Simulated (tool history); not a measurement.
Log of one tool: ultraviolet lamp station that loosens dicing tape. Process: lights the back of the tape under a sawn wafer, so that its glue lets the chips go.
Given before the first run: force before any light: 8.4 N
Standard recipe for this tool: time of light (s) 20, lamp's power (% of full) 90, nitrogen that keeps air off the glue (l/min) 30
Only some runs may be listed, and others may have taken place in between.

run    hour  time of light (s)  lamp's power (% of full)  nitrogen that keeps air off the glue (l/min)  force that peels the tape off (N)  light that reached the tape (mJ/cm²)
  1       0                 20                        90                                            30                              1.381                                   195
  2    54.2                 20                        62                                            30                              2.466                                   131
  3     122                 20                        90                                            39                              1.401                                   181
  4   158.6                 20                        90                                            32                              1.561                                   182
  5   196.3                 20                        90                                            32                              1.615                                   175
      223.3  -- window cleaned of glue's vapour
  6   257.6                 20                        90                                            30                              1.384                                   199
  7     301                 20                        79                                            30                              1.734                                   173
  8   345.1                 20                        79                                            30                               1.78                                   167
  9   387.5                 29                        90                                            30                              0.752                                   274
 10   438.7                 29                        90                                            30                              0.836                                   267
 11   502.3                 29                        90                                            30                              0.898                                   255
 12   538.9                 20                        90                                            30                              1.721                                   175
 13   580.7                 20                        90                                            30                              1.762                                   167
 14   625.5                 20                        90                                            30                              1.869                                   167
 15     685                 20                        90                                            30                              1.875                                   160
      734.6  -- window cleaned of glue's vapour
 16   746.2                 20                        90                                            30                              1.614                                   176
 17   780.1                 20                        90                                            30                               1.73                                   175
 18   838.7                 20                        90                                            30                              1.742                                   172
 19   909.6                 20                        90                                            10                              2.975                                   159
 20   959.4                 20                        90                                            10                              3.103                                   160
 21  1004.4                 13                        74                                            13                              4.677                                    85
 22    1076                 20                        68                                            30                              3.222                                   110
 23  1117.6                 20                        68                                            30                              3.142                                   108
 24  1158.9                 20                        68                                            30                              3.193                                   106
       1170  -- lamp changed
 25  1200.1                 20                        68                                            30                              1.767                                   174
     1244.8  -- window cleaned of glue's vapour
 26  1264.2                 20                        68                                            30                              1.442                                   196
 27  1321.9                 20                        68                                            30                              1.498                                   187
 28    1367                 20                        68                                            30                              1.593                                   183
 29  1415.9                 20                        68                                            30                              1.571                                   177
 30  1474.7                 20                        72                                            47                              1.289                                   187
 31  1527.5                 20                        72                                            47                              1.341                                   179
 32  1570.5                 20                        72                                            47                              1.391                                   177
 33  1628.2                 11                        77                                            17                              3.931                                   103
 34  1696.2                 11                        77                                            17                              4.057                                    98
 35  1729.2                 23                        90                                            60                              0.754                                   234
     1754.4  -- window cleaned of glue's vapour
 36  1778.9                 23                        90                                            60                              0.586                                   269
 37  1850.4                 18                        78                                            18                              2.148                                   175
 38  1899.6                 36                        85                                            45                              0.354                                   366
 39  1930.5                 31                        63                                            15                               1.62                                   226
 40  1976.6                 11                        90                                            58                              2.411                                   113

Below, each run's measurement less what the same run would have read without the hidden state. Both values contain the same run-to-run variation, but the gauge's scatter may not be the same in both:
The hidden state here: lamp's light, % of a new lamp's; light that the window lets through, % of a clean one's; drift of the gauge itself on peel_n, %; drift of the gauge itself on dose_mj_cm2, %.
run  force that peels the tape off (N)  light that reached the tape (mJ/cm²)
  1                             +0.583                                   -68
  2                             +0.895                                   -52
  3                             +0.696                                   -81
  4                             +0.781                                   -85
  5                              +0.83                                   -89
  6                             +0.552                                   -64
  7                             +0.688                                   -61
  8                             +0.739                                   -65
  9                             +0.376                                  -113
 10                             +0.442                                  -121
 11                             +0.503                                  -130
 12                             +0.914                                   -94
 13                             +0.963                                   -98
 14                             +1.055                                  -103
 15                             +1.099                                  -108
 16                             +0.823                                   -88
 17                             +0.907                                   -92
 18                             +0.956                                   -98
 19                             +1.414                                  -105
 20                             +1.525                                  -111
 21                             +1.628                                   -62
 22                             +1.777                                   -91
 23                             +1.767                                   -94
 24                             +1.826                                   -96
 25                             +0.396                                   -30
 26                             +0.078                                    -6
 27                             +0.149                                   -13
 28                             +0.205                                   -17
 29                             +0.254                                   -21
 30                             +0.288                                   -27
 31                             +0.346                                   -32
 32                             +0.402                                   -37
 33                             +0.677                                   -24
 34                              +0.79                                   -29
 35                             +0.322                                   -74
 36                             +0.151                                   -42
 37                             +0.489                                   -35
 38                             +0.093                                   -85
 39                             +0.516                                   -58
 40                             +0.687                                   -32
